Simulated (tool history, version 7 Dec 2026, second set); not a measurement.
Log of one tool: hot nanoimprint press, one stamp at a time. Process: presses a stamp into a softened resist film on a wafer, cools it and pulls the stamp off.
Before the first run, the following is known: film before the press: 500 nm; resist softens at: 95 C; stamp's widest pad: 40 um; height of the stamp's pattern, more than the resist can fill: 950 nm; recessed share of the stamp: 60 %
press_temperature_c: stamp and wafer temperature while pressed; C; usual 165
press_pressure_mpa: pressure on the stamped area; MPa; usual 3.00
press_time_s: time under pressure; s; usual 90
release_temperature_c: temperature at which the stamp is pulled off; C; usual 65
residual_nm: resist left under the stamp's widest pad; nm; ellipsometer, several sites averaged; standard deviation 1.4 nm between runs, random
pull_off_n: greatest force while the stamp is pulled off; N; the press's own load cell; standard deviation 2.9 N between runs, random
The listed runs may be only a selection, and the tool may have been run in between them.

run,hour,press_temperature_c,press_pressure_mpa,press_time_s,release_temperature_c,residual_nm,pull_off_n
1,0.0,165,3.00,90,65,224.7,191
2,7.6,165,3.00,90,65,227.1,191
3,14.5,165,3.00,90,65,224.9,188
4,19.4,165,3.00,90,65,225.1,199
5,24.6,176,3.00,90,65,138.0,191
6,32.2,176,3.00,90,65,139.1,185
7,38.7,165,3.00,90,65,228.7,189
8,43.5,165,3.00,90,65,224.5,184
9,52.9,165,3.00,90,65,228.0,193
10,59.4,165,3.00,116,65,210.1,192
11,67.9,165,3.00,116,65,210.1,193
12,72.4,165,3.00,90,65,226.9,185
13,76.7,165,3.00,90,65,232.8,195
14,85.8,175,4.57,102,63,110.0,204
# hour 89.3: plate thermocouple calibrated
15,94.9,175,4.57,102,63,109.4,208
16,101.4,173,2.37,90,65,181.5,192
17,109.8,161,2.82,90,68,280.3,181
18,116.3,161,2.82,90,68,284.7,182
# hour 124.8: plate thermocouple calibrated, once more
19,127.9,161,2.82,90,68,274.1,180
# hour 138.2: stamp cleaned and given a new release coat
20,140.0,161,3.31,142,54,219.4,231
21,148.7,165,1.86,139,65,249.3,181
22,157.4,174,2.62,102,65,155.1,182
23,167.3,169,2.75,64,52,219.5,245
24,172.1,165,2.57,118,52,222.5,251

Alternative continuations, all from the tool just after run 24; predict every row:
A,179.1,165,4.50,118,52,?,?
B,179.1,165,3.44,123,60,?,?
C,179.1,169,3.00,49,71,?,?
D,179.1,160,2.62,118,69,?,?

run,residual_nm,pull_off_n
A,164.1,243
B,184.6,212
C,228.4,157
D,275.6,161
The same runs, with their run-to-run variation unchanged, on a tool lacking any hidden condition would have given:
run,residual_nm,pull_off_n
A,160.4,240
B,181.7,209
C,225.5,155
D,272.9,159

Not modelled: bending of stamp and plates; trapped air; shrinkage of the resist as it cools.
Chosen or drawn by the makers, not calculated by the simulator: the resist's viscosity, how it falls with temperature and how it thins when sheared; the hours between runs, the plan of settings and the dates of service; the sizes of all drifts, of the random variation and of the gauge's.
